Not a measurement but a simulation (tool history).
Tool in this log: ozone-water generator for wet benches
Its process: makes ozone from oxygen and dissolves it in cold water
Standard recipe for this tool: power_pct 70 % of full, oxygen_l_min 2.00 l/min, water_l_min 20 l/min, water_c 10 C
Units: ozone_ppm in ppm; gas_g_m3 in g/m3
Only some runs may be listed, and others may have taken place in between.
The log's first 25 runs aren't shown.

run 26 hour=2190.2 | power_pct=86 oxygen_l_min=2.71 water_l_min=17 water_c=6 | ozone_ppm=11.4 gas_g_m3=132.3
run 27 hour=2251.2 | power_pct=86 oxygen_l_min=1.13 water_l_min=12 water_c=6 | ozone_ppm=14.4 gas_g_m3=236.5
run 28 hour=2320.9 | power_pct=55 oxygen_l_min=2.33 water_l_min=20 water_c=16 | ozone_ppm=6.6 gas_g_m3=111.3
run 29 hour=2425.2 | power_pct=58 oxygen_l_min=2.00 water_l_min=17 water_c=7 | ozone_ppm=8.5 gas_g_m3=126.1
run 30 hour=2498.2 | power_pct=44 oxygen_l_min=2.00 water_l_min=17 water_c=11 | ozone_ppm=6.9 gas_g_m3=106.0
run 31 hour=2611.4 | power_pct=44 oxygen_l_min=2.00 water_l_min=17 water_c=11 | ozone_ppm=6.9 gas_g_m3=106.9
run 32 hour=2696.8 | power_pct=70 oxygen_l_min=2.08 water_l_min=20 water_c=10 | ozone_ppm=7.8 gas_g_m3=137.5
run 33 hour=2792.7 | power_pct=70 oxygen_l_min=2.08 water_l_min=20 water_c=10 | ozone_ppm=7.8 gas_g_m3=136.4
run 34 hour=2858.8 | power_pct=70 oxygen_l_min=2.08 water_l_min=23 water_c=9 | ozone_ppm=6.7 gas_g_m3=136.9

Branching from run 34: 3 alternative next runs. What would each branch give?
run A hour=2971.8 | power_pct=72 oxygen_l_min=2.00 water_l_min=26 water_c=10 | ozone_ppm=? gas_g_m3=?
run B hour=2971.8 | power_pct=70 oxygen_l_min=1.32 water_l_min=24 water_c=14 | ozone_ppm=? gas_g_m3=?
run C hour=2971.8 | power_pct=63 oxygen_l_min=2.08 water_l_min=30 water_c=6 | ozone_ppm=? gas_g_m3=?

run=A ozone_ppm=5.8 gas_g_m3=142.9
run=B ozone_ppm=5.6 gas_g_m3=186.7
run=C ozone_ppm=4.5 gas_g_m3=128.2
Stripped of hidden state, with their random variation kept, the same runs would have yielded:
run=A ozone_ppm=6.5 gas_g_m3=154.8
run=B ozone_ppm=6.2 gas_g_m3=201.8
run=C ozone_ppm=5.0 gas_g_m3=137.9

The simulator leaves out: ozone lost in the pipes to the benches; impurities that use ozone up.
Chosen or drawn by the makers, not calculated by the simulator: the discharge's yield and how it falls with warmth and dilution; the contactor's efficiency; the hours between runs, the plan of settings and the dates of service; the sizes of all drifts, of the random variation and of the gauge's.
